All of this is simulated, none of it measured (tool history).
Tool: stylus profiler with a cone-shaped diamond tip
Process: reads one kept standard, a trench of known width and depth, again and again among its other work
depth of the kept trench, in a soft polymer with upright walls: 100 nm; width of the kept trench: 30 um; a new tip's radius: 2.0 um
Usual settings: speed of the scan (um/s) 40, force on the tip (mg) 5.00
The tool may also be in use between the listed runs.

run    hour  speed of the scan (um/s)  force on the tip (mg)  depth of the trench (nm)  width of the trench's floor (µm)
  1     0.0                        40                   5.00                    102.21                             28.58
  2    47.6                        40                   5.00                    102.26                             28.65
  3    94.9                        47                   5.00                    102.23                             28.55
  4   130.4                        47                   5.00                    102.13                             28.51
  5   175.5                        40                   5.00                    102.27                             28.59
  6   226.0                       117                   5.00                    102.28                             28.23
  7   264.4                       117                   5.00                    102.23                             28.19
  8   294.0                       117                   5.00                    102.24                             28.24
  9   321.3                        18                   5.00                    102.21                             28.67
 10   376.5                        18                   5.00                    102.27                             28.64
 11   434.6                        24                   5.00                    102.25                             28.64
 12   482.6                        24                   5.00                    102.20                             28.64
 13   534.7                        24                   5.00                    102.26                             28.62
 14   585.6                        24                   8.46                    103.18                             28.64
 15   634.7                        24                   8.46                    103.18                             28.66
 16   694.1                        24                   8.46                    103.26                             28.67
 17   752.4                        24                   8.46                    103.16                             28.67
 18   793.1                        24                   8.46                    103.17                             28.70
 19   826.5                        24                   8.46                    103.19                             28.73
 20   862.2                        24                   8.46                    103.22                             28.67
 21   900.4                        40                   5.00                    102.28                             28.59
 22   941.3                        40                   5.00                    102.25                             28.58
 23   972.4                        40                   5.00                    102.34                             28.56
 24  1008.1                        40                   5.00                    102.31                             28.58
 25  1032.8                        17                   4.91                    102.17                             28.72
 26  1090.8                        14                   6.98                    102.81                             28.75
 27  1127.9                        15                   4.51                    102.10                             28.66
 28  1177.9                        15                   4.51                    102.12                             28.71
 29  1214.5                        31                   4.51                    102.09                             28.59
 30  1244.6                        31                   4.51                    102.12                             28.61
 31  1292.9                        40                   4.59                    102.11                             28.52
 32  1321.7                        40                   4.59                    102.14                             28.61
 33  1362.3                       113                   5.00                    102.21                             28.21
 34  1389.1                       113                   5.00                    102.16                             28.24
 35  1414.3                        40                   4.80                    102.15                             28.61
 36  1464.5                       119                   8.47                    103.14                             28.31
 37  1521.4                        21                   4.55                    102.06                             28.64
 38  1563.6                        99                   4.55                    102.15                             28.24
 39  1615.9                        13                   7.31                    102.91                             28.70
 40  1666.9                        13                   7.31                    102.86                             28.66
 41  1692.1                        30                   1.90                    101.21                             28.48
 42  1719.3                        11                   5.00                    102.26                             28.65
 43  1746.5                        29                   2.33                    101.30                             28.61
 44  1798.5                        64                   3.78                    101.80                             28.43
 45  1854.3                        20                   5.00                    102.20                             28.64
 46  1882.1                        16                   3.49                    101.77                             28.63
 47  1935.0                        16                   3.49                    101.78                             28.61

Forecast each of these 4 alternatives for the next run:
  A  1991.7                        40                   9.51                         ?                                 ?
  B  1991.7                        40                  11.62                         ?                                 ?
  C  1991.7                       121                   8.66                         ?                                 ?
  D  1991.7                        89                   5.00                         ?                                 ?

run  depth of the trench (nm)  width of the trench's floor (µm)
  A                    103.46                             28.60
  B                    103.91                             28.64
  C                    103.21                             28.30
  D                    102.22                             28.30
Without the tool's hidden state the same runs would have given:
run  depth of the trench (nm)  width of the trench's floor (µm)
  A                    103.45                             28.60
  B                    103.91                             28.64
  C                    103.21                             28.31
  D                    102.22                             28.31

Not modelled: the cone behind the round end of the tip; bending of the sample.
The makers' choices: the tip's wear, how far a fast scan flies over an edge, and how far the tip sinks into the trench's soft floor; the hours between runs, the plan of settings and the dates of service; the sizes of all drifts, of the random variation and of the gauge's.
